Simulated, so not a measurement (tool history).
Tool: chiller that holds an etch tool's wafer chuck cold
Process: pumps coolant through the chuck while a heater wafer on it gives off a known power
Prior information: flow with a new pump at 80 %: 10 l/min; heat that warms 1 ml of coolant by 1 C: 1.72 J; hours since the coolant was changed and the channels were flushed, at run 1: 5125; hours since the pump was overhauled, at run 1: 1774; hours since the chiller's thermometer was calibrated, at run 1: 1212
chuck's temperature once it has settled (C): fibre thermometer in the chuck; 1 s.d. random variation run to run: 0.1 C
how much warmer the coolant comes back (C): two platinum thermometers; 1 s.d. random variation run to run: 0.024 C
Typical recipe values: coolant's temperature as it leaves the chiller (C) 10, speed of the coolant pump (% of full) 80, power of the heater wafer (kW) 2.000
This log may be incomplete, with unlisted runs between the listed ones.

run	hour	coolant's temperature as it leaves the chiller (C)	speed of the coolant pump (% of full)	power of the heater wafer (kW)	hours since the coolant was changed and the channels were flushed	hours since the pump was overhauled	hours since the chiller's thermometer was calibrated	chuck's temperature once it has settled (C)	how much warmer the coolant comes back (C)
1	0.0	10	80	2.000	5125	1774	1212	36.0	7.02
2	94.8	10	80	2.000	5220	1869	1307	36.1	7.08
3	212.4	10	80	2.000	5337	1987	1425	35.9	7.07
4	347.9	18	80	2.000	5473	2122	1560	44.3	7.08
5	435.8	10	80	2.000	5561	2210	1648	36.3	7.07
6	530.1	10	80	2.000	5655	2304	1742	36.3	7.05
7	731.5	10	80	2.000	5856	2506	1944	36.5	7.09
8	848.5	9	80	2.000	5973	2623	2061	35.5	7.11
9	956.6	10	80	2.000	6081	2731	2169	36.4	7.10
10	1115.2	10	80	2.000	6240	2889	2327	36.7	7.13
11	1317.2	10	80	2.000	6442	3091	2529	36.8	7.07
12	1520.0	10	62	2.000	6645	3294	2732	41.8	9.44
# hour 1580.4: chiller's thermometer calibrated
13	1634.1	10	62	1.184	6758	3407	54	29.2	5.62
14	1732.6	10	62	1.184	6856	3506	152	29.1	5.57
15	1920.1	10	62	1.283	7044	3693	340	30.8	6.05
# hour 1997.9: coolant changed, channels flushed
16	2102.9	10	62	2.611	105	3870	517	46.8	12.35
17	2256.3	10	73	2.951	258	4023	670	47.4	11.65
18	2368.0	10	80	2.703	370	4135	782	42.4	9.71
19	2497.2	2	82	2.183	499	4264	911	27.8	7.60
20	2673.2	2	82	2.183	675	4440	1087	27.7	7.64
21	2826.7	12	69	2.000	829	4594	1240	38.7	8.46
22	2928.4	11	69	1.785	931	4695	1342	34.7	7.56
23	3023.2	16	80	2.000	1025	4790	1437	40.2	7.20
24	3217.6	16	80	2.000	1220	4985	1631	40.2	7.19
25	3337.3	16	80	2.000	1339	5104	1751	40.2	7.25
26	3476.8	16	80	2.000	1479	5244	1890	40.5	7.23
27	3572.3	1	80	1.648	1574	5339	1986	21.0	5.99
28	3702.3	17	61	1.648	1704	5469	2116	41.1	8.04

Run 29 comes next. What will it give?
29	3874.9	7	92	1.047	1877	5642	2289	?	?

{"run 29": {"chuck's temperature once it has settled (C)": 18.6, "how much warmer the coolant comes back (C)": 3.22}}
The same run, on a tool lacking any hidden state, would have yielded chuck's temperature once it has settled (C) 18.2, how much warmer the coolant comes back (C) 3.09.
